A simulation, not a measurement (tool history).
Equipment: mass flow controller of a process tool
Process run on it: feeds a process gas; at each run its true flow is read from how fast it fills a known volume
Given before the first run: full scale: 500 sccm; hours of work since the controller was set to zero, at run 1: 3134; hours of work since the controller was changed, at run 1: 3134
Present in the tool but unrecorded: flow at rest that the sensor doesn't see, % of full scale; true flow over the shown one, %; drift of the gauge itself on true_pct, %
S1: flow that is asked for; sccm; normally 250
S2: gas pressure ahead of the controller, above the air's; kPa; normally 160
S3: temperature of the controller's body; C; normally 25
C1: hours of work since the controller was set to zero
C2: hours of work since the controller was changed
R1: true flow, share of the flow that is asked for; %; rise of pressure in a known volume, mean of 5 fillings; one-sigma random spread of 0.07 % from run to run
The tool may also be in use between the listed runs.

run	hour	S1	S2	S3	C1	C2	R1
1	0.0	250	160	25	3134	3134	95.61
2	93.5	250	160	25	3199	3199	95.82
3	156.1	279	160	25	3242	3242	95.92
4	263.8	250	160	25	3317	3317	95.60
5	362.7	250	160	25	3386	3386	95.58
6	477.8	250	160	25	3466	3466	95.43
7	549.0	250	160	25	3516	3516	95.41
8	662.9	250	160	25	3595	3595	95.27
9	776.0	250	160	38	3674	3674	93.93
10	832.2	250	160	38	3713	3713	93.81
11	948.2	250	160	38	3794	3794	93.92
12	1050.2	250	160	38	3865	3865	93.73
13	1120.0	250	160	25	3913	3913	95.27
14	1237.0	250	160	33	3995	3995	94.32
15	1294.6	250	160	24	4035	4035	95.22
16	1357.1	250	160	24	4078	4078	95.23
17	1415.6	51	160	25	4119	4119	88.01
18	1511.9	51	160	25	4186	4186	87.76
19	1593.7	51	160	25	4243	4243	87.67
20	1671.8	250	160	25	4297	4297	94.96
21	1779.7	250	160	25	4372	4372	94.92
22	1880.1	250	160	25	4442	4442	94.92
23	1996.4	250	160	25	4523	4523	94.88
24	2075.4	250	160	25	4578	4578	94.77
25	2134.5	258	176	27	4619	4619	94.85
# hour 2144.1: controller's zero set anew
26	2250.3	67	149	27	74	4699	84.80
27	2311.9	245	149	27	117	4742	93.26
28	2377.9	122	250	33	163	4788	89.71
# hour 2388.6: controller's zero set anew, once more
29	2490.4	135	222	37	71	4866	94.62
30	2594.0	135	206	37	143	4938	94.41
31	2661.8	250	155	21	190	4985	96.61
32	2756.7	426	174	25	256	5051	97.44
33	2830.7	77	181	21	308	5103	95.32
34	2904.7	77	181	21	359	5154	95.18
35	3020.7	77	181	21	440	5235	95.08
36	3136.1	74	165	21	520	5315	94.68
37	3249.9	74	165	21	599	5394	94.74
38	3362.0	74	165	21	677	5472	94.42
39	3477.2	103	204	25	757	5552	94.79
40	3531.8	103	204	25	795	5590	94.77
41	3607.4	103	204	26	848	5643	94.65
42	3678.4	103	204	26	897	5692	94.69
43	3756.5	68	146	26	952	5747	93.31
44	3830.2	151	146	26	1003	5798	94.43
45	3943.3	151	146	26	1082	5877	94.40
46	4006.5	151	146	26	1126	5921	94.44
47	4083.6	89	146	26	1179	5974	93.51
48	4194.4	156	252	27	1256	6051	94.99

3 options for the next run, each taken on its own from the tool as it stands now. Forecast them:
A	4301.6	156	252	24	1331	6126	?
B	4301.6	250	182	27	1331	6126	?
C	4301.6	150	160	32	1331	6126	?

run	R1
A	95.31
B	95.30
C	93.62
What these runs would have given with no unlogged condition in the tool:
run	R1
A	98.38
B	98.04
C	96.72

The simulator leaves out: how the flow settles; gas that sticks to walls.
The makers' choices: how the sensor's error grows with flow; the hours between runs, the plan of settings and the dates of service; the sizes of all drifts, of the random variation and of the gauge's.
